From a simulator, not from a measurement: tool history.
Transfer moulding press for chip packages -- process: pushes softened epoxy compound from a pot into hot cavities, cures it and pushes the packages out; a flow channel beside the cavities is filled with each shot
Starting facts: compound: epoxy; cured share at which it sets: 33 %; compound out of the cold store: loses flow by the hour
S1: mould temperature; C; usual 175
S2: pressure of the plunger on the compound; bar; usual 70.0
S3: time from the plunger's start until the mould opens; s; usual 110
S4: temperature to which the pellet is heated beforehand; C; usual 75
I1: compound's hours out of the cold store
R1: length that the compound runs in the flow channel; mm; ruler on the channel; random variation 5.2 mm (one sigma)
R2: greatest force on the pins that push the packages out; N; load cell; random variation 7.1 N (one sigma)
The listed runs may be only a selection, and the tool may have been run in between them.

run,hour,S1,S2,S3,S4,I1,R1,R2
1,0.0,175,70.0,110,75,45.9,468,375
# hour 18.0: cavities cleaned with cleaning compound and waxed
2,27.3,175,70.0,110,75,24.5,489,327
3,47.3,175,70.0,110,75,42.4,462,361
# hour 61.3: cavities cleaned with cleaning compound and waxed
4,66.4,175,70.0,110,75,18.4,499,322
5,89.6,175,70.0,110,75,22.8,485,367
6,102.2,175,70.0,110,75,30.1,478,387
# hour 105.0: cavities cleaned with cleaning compound and waxed
7,116.2,175,56.1,110,75,8.1,462,348
8,137.7,175,56.1,110,75,45.7,402,355
# hour 148.8: plunger's sealing rings changed
# hour 151.9: cavities cleaned with cleaning compound and waxed
9,161.3,175,56.1,110,75,29.6,472,328
10,187.2,175,56.1,110,75,40.3,444,387
# hour 190.8: mould's thermocouples calibrated
# hour 197.8: cavities cleaned with cleaning compound and waxed
11,212.2,175,56.1,110,75,27.7,467,346
12,224.7,175,56.1,110,75,30.7,463,367
# hour 242.2: cavities cleaned with cleaning compound and waxed
13,251.9,175,70.0,110,75,14.0,556,351
14,273.8,179,70.0,110,75,40.5,487,321
# hour 286.6: cavities cleaned with cleaning compound and waxed
15,292.5,179,70.0,110,75,23.9,505,274
# hour 300.4: mould's thermocouples calibrated, once more
16,318.3,179,55.7,107,83,21.3,455,312
# hour 333.4: cavities cleaned with cleaning compound and waxed
17,338.2,175,61.8,110,70,47.8,445,298
18,363.1,175,61.8,111,70,18.6,490,372
19,374.3,175,70.0,115,75,11.9,529,370
# hour 376.9: cavities cleaned with cleaning compound and waxed
20,393.9,178,83.7,134,75,27.2,539,273
21,411.3,178,83.7,134,75,36.0,523,306
# hour 420.5: cavities cleaned with cleaning compound and waxed
22,438.2,178,83.7,134,75,8.4,583,273
23,448.7,181,76.9,100,79,21.7,514,326
# hour 465.7: cavities cleaned with cleaning compound and waxed
24,470.5,181,76.9,100,79,38.1,483,269
25,495.7,175,68.1,110,81,21.8,494,369
# hour 510.8: cavities cleaned with cleaning compound and waxed
26,516.6,176,68.1,110,71,46.3,444,308
27,535.1,176,68.1,110,71,26.4,475,345

Forecast each of these 3 alternatives for the next run:
A,548.9,169,70.0,110,72,24.9,?,?
B,548.9,175,70.0,148,75,24.1,?,?
C,548.9,175,70.0,96,75,33.7,?,?

run,R1,R2
A,504,584
B,489,317
C,473,486
With the hidden condition removed and each run's random variation left untouched, the same runs would have given:
run,R1,R2
A,551,438
B,536,244
C,519,365

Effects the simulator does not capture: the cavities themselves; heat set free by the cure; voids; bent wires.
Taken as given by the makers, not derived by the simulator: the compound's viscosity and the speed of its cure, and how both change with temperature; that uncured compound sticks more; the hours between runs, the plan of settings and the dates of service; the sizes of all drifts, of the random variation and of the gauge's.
